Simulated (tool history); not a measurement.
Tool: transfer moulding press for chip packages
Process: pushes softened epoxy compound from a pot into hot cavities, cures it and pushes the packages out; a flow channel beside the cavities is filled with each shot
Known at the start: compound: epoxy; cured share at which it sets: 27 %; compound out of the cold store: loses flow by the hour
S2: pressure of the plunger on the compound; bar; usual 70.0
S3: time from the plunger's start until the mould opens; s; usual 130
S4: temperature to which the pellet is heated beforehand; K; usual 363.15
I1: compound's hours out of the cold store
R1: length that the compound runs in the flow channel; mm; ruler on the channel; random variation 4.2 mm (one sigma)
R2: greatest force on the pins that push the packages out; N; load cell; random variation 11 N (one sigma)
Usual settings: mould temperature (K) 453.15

Run 1, hour 0.0: usual settings; I1 46.1. Result: R1 602 mm, R2 953 N.
Run 2, hour 11.5: usual settings but S3 136 s; I1 40.0. Result: R1 623 mm, R2 939 N.
Run 3, hour 18.4: usual settings but S3 136 s; I1 46.2. Result: R1 601 mm, R2 945 N.
Run 4, hour 28.8: usual settings but S2 73.6 bar; I1 9.7. Result: R1 782 mm, R2 1087 N.
At hour 36.0: cavities cleaned with cleaning compound and waxed.
Run 5, hour 43.0: usual settings but S2 73.6 bar; I1 36.8. Result: R1 657 mm, R2 575 N.
Run 6, hour 57.0: usual settings but S2 73.6 bar; I1 43.0. Result: R1 623 mm, R2 671 N.
At hour 64.0: plunger's sealing rings changed.
Run 7, hour 66.2: usual settings but S2 73.6 bar; I1 28.2. Result: R1 718 mm, R2 746 N.
Run 8, hour 75.2: usual settings but S2 83.9 bar; I1 16.5. Result: R1 827 mm, R2 802 N.
Run 9, hour 87.7: usual settings but S2 83.9 bar; I1 44.4. Result: R1 686 mm, R2 822 N.
Run 10, hour 102.3: usual settings but mould temperature (K) 458.15, S2 83.9 bar; I1 29.2. Result: R1 755 mm, R2 771 N.
Run 11, hour 110.4: usual settings but mould temperature (K) 458.15, S2 83.9 bar; I1 9.4. Result: R1 846 mm, R2 821 N.
Run 12, hour 126.0: usual settings but S2 61.1 bar; I1 36.5. Result: R1 621 mm, R2 953 N.
Run 13, hour 133.5: usual settings but S2 61.1 bar; I1 15.8. Result: R1 708 mm, R2 1025 N.
Run 14, hour 140.3: usual settings but S2 61.1 bar; I1 16.1. Result: R1 707 mm, R2 1032 N.
Run 15, hour 149.4: usual settings but S2 61.1 bar; I1 36.2. Result: R1 621 mm, R2 957 N.
Run 16, hour 165.8: usual settings but S2 61.1 bar; I1 37.3. Result: R1 612 mm, R2 1028 N.
At hour 169.4: cavities cleaned with cleaning compound and waxed.
Run 17, hour 181.3: usual settings but mould temperature (K) 451.15, S2 64.5 bar; I1 24.4. Result: R1 687 mm, R2 674 N.
Run 18, hour 196.0: usual settings but mould temperature (K) 451.15, S2 64.5 bar; I1 46.8. Result: R1 588 mm, R2 776 N.
Run 19, hour 205.5: usual settings but mould temperature (K) 461.15; I1 25.7. Result: R1 681 mm, R2 652 N.
Run 20, hour 218.2: usual settings but mould temperature (K) 461.15, S2 62.4 bar, S3 166 s, S4 361.15 K; I1 14.8. Result: R1 698 mm, R2 713 N.
Run 21, hour 226.4: usual settings but mould temperature (K) 452.15, S2 77.5 bar, S3 170 s, S4 356.15 K; I1 13.6. Result: R1 796 mm, R2 744 N.
Run 22, hour 235.7: usual settings but mould temperature (K) 452.15, S2 77.5 bar, S3 170 s, S4 356.15 K; I1 25.4. Result: R1 736 mm, R2 785 N.
Run 23, hour 245.6: usual settings but mould temperature (K) 454.15, S3 140 s; I1 26.8. Result: R1 691 mm, R2 825 N.
Run 24, hour 256.8: usual settings but mould temperature (K) 458.15, S3 118 s; I1 29.3. Result: R1 667 mm, R2 869 N.

Forecast run 25:
Run 25, hour 267.8: usual settings but mould temperature (K) 459.15, S3 152 s; I1 23.3. Result: R1 ?, R2 ?.

{"run 25": {"R1": 691, "R2": 838}}
Without the tool's hidden state the same run would have given R1 712 mm, R2 426 N.
